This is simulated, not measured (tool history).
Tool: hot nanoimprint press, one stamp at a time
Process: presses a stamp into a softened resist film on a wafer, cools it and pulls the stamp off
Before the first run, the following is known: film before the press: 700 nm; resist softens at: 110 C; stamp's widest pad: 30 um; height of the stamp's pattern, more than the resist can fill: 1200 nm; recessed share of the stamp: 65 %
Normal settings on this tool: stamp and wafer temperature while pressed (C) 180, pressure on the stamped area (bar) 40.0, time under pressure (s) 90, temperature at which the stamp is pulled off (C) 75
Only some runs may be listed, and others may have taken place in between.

| run | hour | stamp and wafer temperature while pressed (C) | pressure on the stamped area (bar) | time under pressure (s) | temperature at which the stamp is pulled off (C) | resist left under the stamp's widest pad (nm) | greatest force while the stamp is pulled off (N) |
|---|---|---|---|---|---|---|---|
| 1 | 0.0 | 180 | 40.0 | 90 | 75 | 300.5 | 227 |
| 2 | 6.2 | 192 | 40.0 | 90 | 75 | 187.0 | 221 |
| 3 | 10.7 | 184 | 40.0 | 90 | 75 | 256.0 | 227 |
| 4 | 15.0 | 184 | 40.0 | 90 | 75 | 255.6 | 224 |
| 5 | 21.8 | 184 | 40.0 | 90 | 75 | 255.0 | 223 |
| 6 | 29.5 | 188 | 40.0 | 67 | 75 | 247.3 | 231 |
| 7 | 36.6 | 188 | 40.0 | 67 | 65 | 247.9 | 260 |
| 8 | 44.9 | 190 | 54.3 | 90 | 78 | 174.5 | 211 |
| 9 | 50.9 | 190 | 25.4 | 90 | 78 | 247.7 | 220 |
| 10 | 55.3 | 190 | 35.0 | 84 | 78 | 221.1 | 211 |

Each row is a separate what-if for the run after 10, all from the same tool condition, not one after another. Results?
| A | 62.5 | 190 | 37.7 | 84 | 78 | ? | ? |
| B | 62.5 | 175 | 40.0 | 175 | 75 | ? | ? |
| C | 62.5 | 181 | 40.0 | 164 | 64 | ? | ? |
| D | 62.5 | 174 | 40.0 | 90 | 65 | ? | ? |
| E | 62.5 | 184 | 35.0 | 84 | 78 | ? | ? |

| run | resist left under the stamp's widest pad (nm) | greatest force while the stamp is pulled off (N) |
|---|---|---|
| A | 212.8 | 210 |
| B | 279.1 | 225 |
| C | 221.1 | 269 |
| D | 375.0 | 250 |
| E | 277.4 | 213 |
What these runs would have given with no unlogged condition in the tool:
| run | resist left under the stamp's widest pad (nm) | greatest force while the stamp is pulled off (N) |
|---|---|---|
| A | 214.3 | 209 |
| B | 281.1 | 224 |
| C | 222.7 | 268 |
| D | 377.6 | 249 |
| E | 279.3 | 211 |

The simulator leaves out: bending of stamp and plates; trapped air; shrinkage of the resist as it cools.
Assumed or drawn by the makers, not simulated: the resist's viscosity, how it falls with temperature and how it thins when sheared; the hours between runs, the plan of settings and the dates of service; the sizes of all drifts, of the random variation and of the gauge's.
